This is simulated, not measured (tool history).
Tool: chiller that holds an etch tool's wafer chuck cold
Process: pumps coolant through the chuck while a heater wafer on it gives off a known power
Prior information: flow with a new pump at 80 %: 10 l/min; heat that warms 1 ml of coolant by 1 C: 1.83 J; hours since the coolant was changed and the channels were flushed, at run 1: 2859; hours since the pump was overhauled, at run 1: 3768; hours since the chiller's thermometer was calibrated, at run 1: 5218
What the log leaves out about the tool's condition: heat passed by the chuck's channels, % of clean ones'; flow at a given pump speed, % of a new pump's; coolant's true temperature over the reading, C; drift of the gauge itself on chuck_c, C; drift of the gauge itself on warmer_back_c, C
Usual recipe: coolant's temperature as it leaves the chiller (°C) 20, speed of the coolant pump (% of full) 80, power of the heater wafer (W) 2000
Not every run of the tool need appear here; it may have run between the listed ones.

run,day,coolant's temperature as it leaves the chiller (°C),speed of the coolant pump (% of full),power of the heater wafer (W),hours since the coolant was changed and the channels were flushed,hours since the pump was overhauled,hours since the chiller's thermometer was calibrated,chuck's temperature once it has settled (°C),how much warmer the coolant comes back (C)
1,0,20,80,2000,2859,3768,5218,34.6,6.89
2,2.608,20,80,2000,2922,3831,5281,34.7,7
3,4.725,20,80,2000,2972,3882,5332,34.7,6.97
4,7.242,20,80,2754,3033,3942,5392,40.7,9.56
5,9.279,20,80,2754,3082,3991,5441,40.7,9.64
6,13.704,20,80,2000,3188,4097,5547,34.9,6.96
7,16.342,20,80,2000,3251,4160,5611,34.7,7.04
8,20.046,20,80,2000,3340,4249,5700,34.7,7.06
# day 20.967: chiller's thermometer calibrated
9,22.083,20,80,2000,3388,4297,27,35.9,7.01
10,24.783,20,80,2000,3453,4362,92,36.3,7.01
11,28.183,20,66,2000,3534,4444,173,38.3,8.62
12,30.333,20,80,1874,3586,4495,225,35.2,6.62
13,33.825,20,80,1874,3670,4579,309,35.1,6.61
# day 34.442: coolant pump overhauled
14,36.958,20,80,1874,3740,60,379,35.2,6.62
15,39.696,20,80,1874,3806,126,445,35.2,6.68
16,43.862,20,80,1874,3906,226,545,35.2,6.68
# day 46.504: coolant changed, channels flushed
# day 47.092: coolant pump overhauled, once more
17,47.883,20,83,2000,28,19,630,34.1,6.39
18,49.85,15,69,1167,75,66,677,24.5,4.5
19,53.725,15,100,1863,168,159,770,26.6,4.86
20,57.321,15,80,2199,255,245,856,30.8,7.2
21,60.188,15,80,2199,323,314,925,30.8,7.27
22,64.154,15,80,2199,419,410,1021,30.9,7.28
23,67.775,11,80,2008,506,496,1107,25.6,6.67
24,70.4,20,85,2000,569,559,1170,33.8,6.21
25,72.808,20,85,2000,626,617,1228,33.8,6.26
26,75.25,20,100,2356,685,676,1287,34.6,6.19
27,77.242,23,81,1057,733,724,1335,30.5,3.47
28,80.012,11,90,2000,799,790,1401,24.5,5.95
29,82.908,11,90,2000,869,860,1471,24.4,5.92
30,86.446,15,64,2572,954,945,1556,37.3,10.83
31,88.446,16,64,1177,1002,993,1604,26.1,5.02

Subtracting, for every run, the result it would have given without the tool's unlogged condition from the measured result gives the following. The same run-to-run variation enters both numbers; the gauge's scatter may not:
run,chuck's temperature once it has settled (°C),how much warmer the coolant comes back (C)
1,+0.3,+0.41
2,+0.3,+0.42
3,+0.3,+0.42
4,+0.9,+0.59
5,+0.9,+0.6
6,+0.4,+0.45
7,+0.4,+0.46
8,+0.4,+0.47
9,+1.8,+0.47
10,+1.8,+0.48
11,+2,+0.61
12,+1.7,+0.46
13,+1.7,+0.48
14,+1.8,+0.53
15,+1.8,+0.54
16,+1.8,+0.56
17,+0,+0.04
18,+0,+0.03
19,+0,+0.04
20,+0.1,+0.07
21,+0.2,+0.08
22,+0.1,+0.09
23,+0.2,+0.09
24,+0.2,+0.09
25,+0.2,+0.1
26,+0.2,+0.1
27,-0.1,+0.06
28,+0.2,+0.11
29,+0.2,+0.11
30,+0.5,+0.23
31,+0.1,+0.11
